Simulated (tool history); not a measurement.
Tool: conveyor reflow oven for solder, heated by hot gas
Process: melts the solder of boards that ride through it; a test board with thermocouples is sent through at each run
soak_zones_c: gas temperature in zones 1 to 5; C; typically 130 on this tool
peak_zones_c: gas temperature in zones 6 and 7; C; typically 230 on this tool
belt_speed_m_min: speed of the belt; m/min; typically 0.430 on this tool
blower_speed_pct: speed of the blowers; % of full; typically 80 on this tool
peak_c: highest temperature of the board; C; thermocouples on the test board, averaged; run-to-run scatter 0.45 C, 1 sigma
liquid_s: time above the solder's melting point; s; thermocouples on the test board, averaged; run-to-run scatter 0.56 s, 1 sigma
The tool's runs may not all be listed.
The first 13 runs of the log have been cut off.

run,day,soak_zones_c,peak_zones_c,belt_speed_m_min,blower_speed_pct,hours of work since the flux was cleaned out,hours of work since the belt drive was overhauled,hours of work since the thermocouples were changed,peak_c,liquid_s
14,22.971,130,230,0.345,80,238,645,84,220.1,94.0
15,23.996,130,230,0.345,73,254,661,100,218.2,92.5
16,25.908,130,230,0.345,73,283,691,130,219.0,91.8
# day 27.983: flux residue cleaned out of gas plates and filters
17,28.129,130,230,0.373,87,2,722,161,220.3,87.5
18,30.062,130,230,0.373,87,32,752,191,220.5,86.5
19,31.917,130,230,0.373,87,61,781,220,219.4,87.2
20,33.846,130,230,0.430,58,91,811,250,208.8,59.1
21,35.588,115,232,0.430,84,118,838,277,215.3,63.8
22,37.154,123,232,0.430,80,142,862,301,214.2,65.2
23,39.171,134,232,0.430,80,174,894,333,215.5,72.0
24,40.308,134,232,0.430,65,191,911,350,212.8,66.9
25,42.021,115,232,0.430,65,218,938,377,209.1,55.6
26,43.304,139,224,0.374,65,238,958,397,212.2,78.5
27,44.588,127,230,0.430,80,258,978,417,212.9,65.9
28,46.946,130,230,0.430,61,294,1014,453,208.6,59.8
# day 48.283: flux residue cleaned out of gas plates and filters
29,49.412,130,230,0.430,61,18,1049,488,210.5,61.1
30,51.638,130,233,0.430,87,52,1084,523,218.3,71.7

Forecast each of these 3 alternatives for the next run:
A,52.883,133,230,0.519,53,71,1103,542,?,?
B,52.883,130,233,0.376,59,71,1103,542,?,?
C,52.883,130,233,0.507,81,71,1103,542,?,?

run,peak_c,liquid_s
A,199.2,36.2
B,216.2,79.9
C,211.4,54.0
What these runs would have given with no unlogged condition in the tool:
run,peak_c,liquid_s
A,200.2,37.2
B,217.3,80.2
C,212.7,54.7

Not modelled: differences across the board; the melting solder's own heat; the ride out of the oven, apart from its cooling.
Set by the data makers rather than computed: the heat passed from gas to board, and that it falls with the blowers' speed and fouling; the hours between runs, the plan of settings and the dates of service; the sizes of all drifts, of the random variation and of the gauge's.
